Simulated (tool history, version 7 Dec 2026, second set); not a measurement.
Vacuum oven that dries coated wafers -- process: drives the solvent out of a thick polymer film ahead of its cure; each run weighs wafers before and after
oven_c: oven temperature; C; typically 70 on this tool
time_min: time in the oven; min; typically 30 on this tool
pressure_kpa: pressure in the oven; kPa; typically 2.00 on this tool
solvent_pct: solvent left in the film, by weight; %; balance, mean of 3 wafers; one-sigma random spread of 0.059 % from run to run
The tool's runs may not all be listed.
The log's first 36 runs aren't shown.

run,hour,oven_c,time_min,pressure_kpa,hours of work since the thermocouples were calibrated,hours of work since the vacuum gauge was cleaned of residue,solvent_pct
37,2517.4,71,30,2.08,77,196,3.70
38,2609.6,71,30,2.08,148,267,3.70
39,2698.4,73,35,2.78,216,335,2.78
40,2792.1,76,30,3.33,288,407,2.74
41,2860.1,64,52,3.33,341,459,3.78
42,2908.0,64,52,3.33,377,496,3.68
43,2951.2,78,15,3.33,411,530,5.64
44,2993.3,68,27,4.87,443,562,6.10
45,3074.2,68,27,4.87,505,624,6.16
46,3140.5,68,27,4.87,557,675,6.16
47,3183.4,78,30,4.47,590,708,2.61
48,3281.3,61,20,7.15,665,784,11.35

3 options for the next run, each taken on its own from the tool as it stands now. Forecast them:
A,3344.8,66,22,2.22,714,833,?
B,3344.8,71,47,1.71,714,833,?
C,3344.8,64,37,3.78,714,833,?

run,solvent_pct
A,7.10
B,1.76
C,5.53
Stripped of hidden state, with their random variation kept, the same runs would have yielded:
run,solvent_pct
A,7.31
B,1.79
C,5.70

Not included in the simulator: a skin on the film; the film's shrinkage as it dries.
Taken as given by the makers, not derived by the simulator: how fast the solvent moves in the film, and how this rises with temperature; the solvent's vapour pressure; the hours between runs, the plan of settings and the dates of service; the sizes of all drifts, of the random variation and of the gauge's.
